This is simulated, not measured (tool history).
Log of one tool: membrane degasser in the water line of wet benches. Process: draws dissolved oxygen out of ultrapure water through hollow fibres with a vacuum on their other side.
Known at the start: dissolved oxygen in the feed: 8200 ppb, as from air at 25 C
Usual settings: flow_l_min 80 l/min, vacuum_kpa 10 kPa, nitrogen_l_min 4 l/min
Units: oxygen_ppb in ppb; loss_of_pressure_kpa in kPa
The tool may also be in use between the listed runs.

run 1 hour=0 | flow_l_min=80 vacuum_kpa=10 nitrogen_l_min=4 | oxygen_ppb=295.4 loss_of_pressure_kpa=61.22
run 2 hour=56.9 | flow_l_min=80 vacuum_kpa=13.8 nitrogen_l_min=4 | oxygen_ppb=454.3 loss_of_pressure_kpa=61.3
run 3 hour=92.7 | flow_l_min=80 vacuum_kpa=13.8 nitrogen_l_min=2.78 | oxygen_ppb=610.4 loss_of_pressure_kpa=61.3
run 4 hour=160 | flow_l_min=80 vacuum_kpa=13.8 nitrogen_l_min=2.78 | oxygen_ppb=603 loss_of_pressure_kpa=61.36
run 5 hour=187.9 | flow_l_min=80 vacuum_kpa=10 nitrogen_l_min=8.62 | oxygen_ppb=148.5 loss_of_pressure_kpa=61.15
run 6 hour=240.2 | flow_l_min=79 vacuum_kpa=12.2 nitrogen_l_min=3.05 | oxygen_ppb=479.6 loss_of_pressure_kpa=60.45
run 7 hour=284.6 | flow_l_min=80 vacuum_kpa=7.5 nitrogen_l_min=2.51 | oxygen_ppb=280.6 loss_of_pressure_kpa=61.1
run 8 hour=352.6 | flow_l_min=80 vacuum_kpa=7.5 nitrogen_l_min=2.51 | oxygen_ppb=276.3 loss_of_pressure_kpa=61.27
run 9 hour=390.2 | flow_l_min=70 vacuum_kpa=10 nitrogen_l_min=8.71 | oxygen_ppb=129.1 loss_of_pressure_kpa=53.74
run 10 hour=452.7 | flow_l_min=50 vacuum_kpa=12.4 nitrogen_l_min=2.04 | oxygen_ppb=461.5 loss_of_pressure_kpa=38.24

3 ways to go on from here, each from the tool as it stands after run 10. What would each give?
run A hour=481.4 | flow_l_min=56 vacuum_kpa=12.4 nitrogen_l_min=2.04 | oxygen_ppb=? loss_of_pressure_kpa=?
run B hour=481.4 | flow_l_min=56 vacuum_kpa=10 nitrogen_l_min=4 | oxygen_ppb=? loss_of_pressure_kpa=?
run C hour=481.4 | flow_l_min=50 vacuum_kpa=12.4 nitrogen_l_min=4.93 | oxygen_ppb=? loss_of_pressure_kpa=?

run=A oxygen_ppb=499.3 loss_of_pressure_kpa=42.98
run=B oxygen_ppb=212.4 loss_of_pressure_kpa=42.59
run=C oxygen_ppb=215 loss_of_pressure_kpa=38.22
Without the tool's hidden state the same runs would have given:
run=A oxygen_ppb=506.5 loss_of_pressure_kpa=42.96
run=B oxygen_ppb=215.5 loss_of_pressure_kpa=42.56
run=C oxygen_ppb=218.1 loss_of_pressure_kpa=38.2
